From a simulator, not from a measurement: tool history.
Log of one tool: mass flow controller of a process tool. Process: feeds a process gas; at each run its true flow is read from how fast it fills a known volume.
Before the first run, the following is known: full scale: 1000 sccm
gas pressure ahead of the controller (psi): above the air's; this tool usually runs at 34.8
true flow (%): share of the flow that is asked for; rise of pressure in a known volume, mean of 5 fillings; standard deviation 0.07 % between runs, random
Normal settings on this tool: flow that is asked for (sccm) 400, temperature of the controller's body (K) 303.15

run,hour,flow that is asked for (sccm),gas pressure ahead of the controller (psi),temperature of the controller's body (K),true flow (%)
1,0.0,400,34.8,303.15,99.32
2,252.0,400,29.6,303.15,99.48
3,560.9,400,29.6,303.15,99.60
4,828.2,400,29.6,307.15,99.31
5,993.5,400,29.6,307.15,99.21
6,1256.6,400,34.8,303.15,99.36
7,1529.5,400,34.8,303.15,99.35
8,1718.9,400,34.8,303.15,99.37
9,2015.6,400,22.2,303.15,100.13
10,2196.0,400,34.8,303.15,99.27
11,2346.4,400,34.8,303.15,99.38
12,2549.4,400,34.8,303.15,99.34
13,2842.6,400,34.8,303.15,99.44
14,2988.5,185,21.0,307.15,103.00
15,3259.7,185,21.0,307.15,103.04
16,3509.2,185,21.0,307.15,103.19

Estimate the outcome of run 17 from the log above:
17,3801.0,156,25.2,303.15,?

{"run 17": {"true flow (%)": 104.6}}
With the hidden condition absent and the run-to-run variation left alone, this run would have shown true flow (%) 99.35.

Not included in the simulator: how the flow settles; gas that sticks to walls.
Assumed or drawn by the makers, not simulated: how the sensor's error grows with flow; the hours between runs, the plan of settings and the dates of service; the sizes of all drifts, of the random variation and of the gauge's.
